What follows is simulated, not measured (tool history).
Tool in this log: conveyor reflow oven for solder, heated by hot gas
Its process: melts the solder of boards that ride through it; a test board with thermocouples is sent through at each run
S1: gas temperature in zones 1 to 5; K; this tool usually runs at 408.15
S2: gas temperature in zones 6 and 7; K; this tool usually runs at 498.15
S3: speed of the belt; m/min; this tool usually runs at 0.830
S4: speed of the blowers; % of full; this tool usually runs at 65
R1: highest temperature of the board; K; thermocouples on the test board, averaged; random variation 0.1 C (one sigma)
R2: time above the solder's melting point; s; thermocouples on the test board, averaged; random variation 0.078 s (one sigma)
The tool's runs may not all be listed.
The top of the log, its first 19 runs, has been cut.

run	hour	S1	S2	S3	S4	R1	R2
20	427.2	422.15	507.15	0.809	65	492.65	43.61
21	453.9	414.15	499.15	0.809	65	484.15	36.58
22	481.1	414.15	499.15	0.809	65	484.05	36.38
23	509.6	414.15	499.15	0.769	68	486.25	40.17
24	531.8	406.15	490.15	0.819	68	474.85	27.35
25	549.3	408.15	498.15	0.761	65	483.75	37.05
26	573.6	408.15	508.15	0.830	64	489.25	36.73
# hour 592.2: flux residue cleaned out of gas plates and filters
27	599.8	408.15	508.15	0.830	64	491.25	38.36
28	612.0	411.15	511.15	0.706	60	498.55	50.58
29	633.4	413.15	499.15	0.830	65	484.65	35.95
30	653.0	413.15	497.15	0.895	65	480.35	30.14

Forecast each of these 5 alternatives for the next run:
A	680.7	404.15	497.15	0.914	65	?	?
B	680.7	394.15	497.15	0.701	55	?	?
C	680.7	408.15	507.15	0.830	65	?	?
D	680.7	413.15	497.15	0.895	80	?	?
E	680.7	420.15	497.15	0.901	76	?	?

run	R1	R2
A	477.45	25.26
B	481.95	36.00
C	490.35	37.96
D	483.75	32.81
E	483.85	34.34
What these runs would have given with no unlogged condition in the tool:
run	R1	R2
A	475.55	23.27
B	479.85	33.39
C	488.35	35.97
D	481.85	30.98
E	482.05	32.48
